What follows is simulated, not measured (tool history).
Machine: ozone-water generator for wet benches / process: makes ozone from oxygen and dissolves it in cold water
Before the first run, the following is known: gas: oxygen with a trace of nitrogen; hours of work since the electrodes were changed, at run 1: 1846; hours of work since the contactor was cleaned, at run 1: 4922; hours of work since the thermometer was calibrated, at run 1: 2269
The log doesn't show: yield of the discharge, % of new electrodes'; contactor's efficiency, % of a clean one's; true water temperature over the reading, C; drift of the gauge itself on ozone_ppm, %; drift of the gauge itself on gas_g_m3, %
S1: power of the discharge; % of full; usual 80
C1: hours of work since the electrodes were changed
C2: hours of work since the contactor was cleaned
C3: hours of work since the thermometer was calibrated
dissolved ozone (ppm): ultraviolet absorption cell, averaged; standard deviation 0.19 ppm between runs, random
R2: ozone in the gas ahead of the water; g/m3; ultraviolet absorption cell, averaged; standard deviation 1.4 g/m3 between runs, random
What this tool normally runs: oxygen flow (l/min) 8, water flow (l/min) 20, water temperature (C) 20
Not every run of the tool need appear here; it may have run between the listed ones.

Run 1, day 0: usual settings; C1 1846; C2 4922; C3 2269. Result: dissolved ozone (ppm) 22.3, R2 257 g/m3.
Run 2, day 1.212: usual settings; C1 1869; C2 4945; C3 2293. Result: dissolved ozone (ppm) 22, R2 259 g/m3.
Run 3, day 2.45: usual settings; C1 1893; C2 4969; C3 2316. Result: dissolved ozone (ppm) 22, R2 256.4 g/m3.
Run 4, day 4.329: usual settings but water flow (l/min) 30; C1 1929; C2 5005; C3 2352. Result: dissolved ozone (ppm) 16.5, R2 256 g/m3.
Run 5, day 5.912: usual settings but water temperature (C) 14; C1 1959; C2 5035; C3 2382. Result: dissolved ozone (ppm) 24.3, R2 257.8 g/m3.
Run 6, day 8.117: usual settings but water temperature (C) 14; C1 2001; C2 5077; C3 2425. Result: dissolved ozone (ppm) 24.1, R2 256.9 g/m3.
Run 7, day 9.408: usual settings but S1 55 % of full, oxygen flow (l/min) 11.3, water flow (l/min) 24, water temperature (C) 15; C1 2026; C2 5102; C3 2449. Result: dissolved ozone (ppm) 17.2, R2 177.5 g/m3.
Run 8, day 10.996: usual settings but S1 71 % of full, oxygen flow (l/min) 9.08, water flow (l/min) 18, water temperature (C) 27; C1 2056; C2 5132; C3 2480. Result: dissolved ozone (ppm) 18.7, R2 226.5 g/m3.
Run 9, day 12.571: usual settings but S1 71 % of full, oxygen flow (l/min) 9.08, water flow (l/min) 15, water temperature (C) 27; C1 2086; C2 5162; C3 2510. Result: dissolved ozone (ppm) 20.5, R2 227.7 g/m3.
Run 10, day 14.304: usual settings but S1 71 % of full, oxygen flow (l/min) 7.73, water flow (l/min) 14, water temperature (C) 25; C1 2120; C2 5195; C3 2543. Result: dissolved ozone (ppm) 23.5, R2 244.8 g/m3.
Run 11, day 16.258: usual settings but S1 71 % of full, oxygen flow (l/min) 7.73, water flow (l/min) 14, water temperature (C) 25; C1 2157; C2 5233; C3 2580. Result: dissolved ozone (ppm) 23.2, R2 244.9 g/m3.
Run 12, day 17.475: usual settings but S1 71 % of full, oxygen flow (l/min) 7.73, water flow (l/min) 14, water temperature (C) 25; C1 2180; C2 5256; C3 2604. Result: dissolved ozone (ppm) 23.3, R2 244.4 g/m3.

Branching from run 12: 3 alternative next runs. What would each branch give?
Run A, day 18.838: usual settings but oxygen flow (l/min) 6.8, water flow (l/min) 12; C1 2206; C2 5282; C3 2630. Result: dissolved ozone (ppm) ?, R2 ?.
Run B, day 18.838: usual settings but water temperature (C) 14; C1 2206; C2 5282; C3 2630. Result: dissolved ozone (ppm) ?, R2 ?.
Run C, day 18.838: usual settings but S1 92 % of full, water flow (l/min) 12; C1 2206; C2 5282; C3 2630. Result: dissolved ozone (ppm) ?, R2 ?.

run  dissolved ozone (ppm)     R2
  A                   30.7  278.1
  B                   24.5  256.2
  C                   32.5  276.3
The same runs, with their run-to-run variation unchanged, on a tool lacking any hidden condition would have given:
run  dissolved ozone (ppm)     R2
  A                   36.4  290.7
  B                   29.3  267.9
  C                   38.6  289.7
